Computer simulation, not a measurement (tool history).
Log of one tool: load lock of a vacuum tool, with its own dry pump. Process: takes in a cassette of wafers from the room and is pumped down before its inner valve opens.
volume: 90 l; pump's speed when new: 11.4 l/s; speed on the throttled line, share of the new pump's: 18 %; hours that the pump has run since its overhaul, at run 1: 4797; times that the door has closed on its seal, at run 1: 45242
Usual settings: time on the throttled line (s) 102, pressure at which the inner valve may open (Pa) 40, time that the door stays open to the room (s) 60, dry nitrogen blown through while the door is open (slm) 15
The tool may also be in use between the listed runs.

| run | day | time on the throttled line (s) | pressure at which the inner valve may open (Pa) | time that the door stays open to the room (s) | dry nitrogen blown through while the door is open (slm) | hours that the pump has run since its overhaul | times that the door has closed on its seal | incoming humidity of the room's air, % | time from the closed door until the inner valve may open (s) | rise of the pressure with all valves shut (Pa/min) |
|---|---|---|---|---|---|---|---|---|---|---|
| 1 | 0.000 | 102 | 40 | 60 | 15 | 4797 | 45242 | 46.0 | 146.3 | 0.209 |
| 2 | 13.283 | 102 | 40 | 104 | 15 | 5116 | 46551 | 45.5 | 146.4 | 0.235 |
| 3 | 27.921 | 102 | 40 | 80 | 15 | 5468 | 47992 | 47.6 | 146.6 | 0.245 |
| 4 | 37.112 | 102 | 40 | 80 | 15 | 5688 | 48898 | 48.7 | 146.9 | 0.248 |
|  | 39.108 | door's seal changed, seat wiped |
| 5 | 46.917 | 102 | 40 | 80 | 15 | 5922 | 769 | 45.6 | 146.2 | 0.027 |
| 6 | 57.117 | 102 | 40 | 80 | 15 | 6167 | 1774 | 40.6 | 146.6 | 0.021 |
| 7 | 65.600 | 102 | 40 | 80 | 15 | 6370 | 2610 | 47.0 | 146.9 | 0.022 |
| 8 | 74.058 | 102 | 40 | 80 | 15 | 6573 | 3443 | 43.3 | 146.4 | 0.023 |
| 9 | 80.950 | 102 | 40 | 80 | 15 | 6739 | 4122 | 48.0 | 146.9 | 0.027 |
| 10 | 91.842 | 102 | 40 | 80 | 15 | 7000 | 5195 | 46.2 | 147.2 | 0.036 |
| 11 | 99.271 | 102 | 40 | 80 | 15 | 7179 | 5926 | 45.9 | 147.2 | 0.040 |
| 12 | 109.946 | 102 | 40 | 80 | 15 | 7435 | 6978 | 44.8 | 146.6 | 0.034 |
| 13 | 119.175 | 102 | 40 | 80 | 15 | 7656 | 7887 | 44.6 | 147.0 | 0.042 |
| 14 | 129.062 | 102 | 40 | 80 | 15 | 7893 | 8861 | 44.4 | 146.7 | 0.039 |
| 15 | 136.375 | 102 | 40 | 80 | 15 | 8069 | 9581 | 47.6 | 147.2 | 0.045 |
| 16 | 143.008 | 102 | 40 | 80 | 15 | 8228 | 10234 | 47.6 | 147.2 | 0.040 |
| 17 | 155.629 | 102 | 40 | 80 | 15 | 8531 | 11477 | 42.4 | 147.0 | 0.050 |
| 18 | 166.517 | 102 | 40 | 60 | 15 | 8792 | 12550 | 47.0 | 147.3 | 0.053 |
| 19 | 176.925 | 102 | 40 | 60 | 15 | 9042 | 13575 | 46.2 | 146.8 | 0.048 |
| 20 | 183.271 | 80 | 67 | 60 | 15 | 9194 | 14200 | 46.3 | 125.0 | 0.047 |
| 21 | 192.700 | 102 | 35 | 60 | 15 | 9421 | 15129 | 43.2 | 148.8 | 0.052 |
| 22 | 202.112 | 102 | 40 | 40 | 6 | 9647 | 16056 | 42.6 | 147.4 | 0.054 |
| 23 | 211.862 | 65 | 42 | 40 | 8 | 9881 | 17016 | 40.1 | 116.8 | 0.053 |
| 24 | 224.454 | 65 | 42 | 52 | 23 | 10183 | 18256 | 44.6 | 117.4 | 0.062 |
| 25 | 231.333 | 65 | 42 | 52 | 23 | 10348 | 18934 | 46.7 | 116.9 | 0.060 |
| 26 | 243.554 | 102 | 64 | 54 | 15 | 10641 | 20138 | 43.7 | 143.8 | 0.067 |
| 27 | 250.762 | 103 | 44 | 76 | 4 | 10814 | 20848 | 49.2 | 147.7 | 0.084 |
| 28 | 263.679 | 103 | 44 | 76 | 4 | 11124 | 22120 | 45.0 | 147.7 | 0.090 |
| 29 | 275.138 | 103 | 44 | 76 | 4 | 11399 | 23248 | 45.2 | 147.4 | 0.099 |
| 30 | 284.838 | 103 | 44 | 76 | 4 | 11632 | 24204 | 47.1 | 147.7 | 0.102 |
| 31 | 295.271 | 103 | 44 | 76 | 4 | 11883 | 25232 | 45.8 | 147.7 | 0.103 |
| 32 | 303.008 | 103 | 44 | 76 | 4 | 12068 | 25994 | 46.8 | 147.8 | 0.101 |
| 33 | 317.771 | 103 | 64 | 76 | 29 | 12422 | 27448 | 43.2 | 145.0 | 0.102 |
| 34 | 332.038 | 148 | 72 | 57 | 35 | 12765 | 28853 | 46.2 | 180.0 | 0.105 |
| 35 | 344.988 | 102 | 48 | 60 | 16 | 13076 | 30128 | 42.7 | 146.4 | 0.110 |
| 36 | 359.650 | 102 | 48 | 60 | 16 | 13428 | 31573 | 41.8 | 146.4 | 0.123 |
| 37 | 373.500 | 199 | 48 | 60 | 11 | 13760 | 32937 | 47.0 | 225.4 | 0.132 |

3 ways to go on from here, each from the tool as it stands after run 37. What would each give?
| A | 379.642 | 199 | 46 | 49 | 11 | 13907 | 33542 | 46.1 | ? | ? |
| B | 379.642 | 138 | 57 | 60 | 4 | 13907 | 33542 | 45.5 | ? | ? |
| C | 379.642 | 199 | 53 | 141 | 20 | 13907 | 33542 | 44.6 | ? | ? |

| run | time from the closed door until the inner valve may open (s) | rise of the pressure with all valves shut (Pa/min) |
|---|---|---|
| A | 225.0 | 0.133 |
| B | 174.5 | 0.142 |
| C | 225.2 | 0.144 |
Without the tool's hidden state the same runs would have given:
| run | time from the closed door until the inner valve may open (s) | rise of the pressure with all valves shut (Pa/min) |
|---|---|---|
| A | 223.4 | 0.018 |
| B | 172.3 | 0.026 |
| C | 223.6 | 0.027 |

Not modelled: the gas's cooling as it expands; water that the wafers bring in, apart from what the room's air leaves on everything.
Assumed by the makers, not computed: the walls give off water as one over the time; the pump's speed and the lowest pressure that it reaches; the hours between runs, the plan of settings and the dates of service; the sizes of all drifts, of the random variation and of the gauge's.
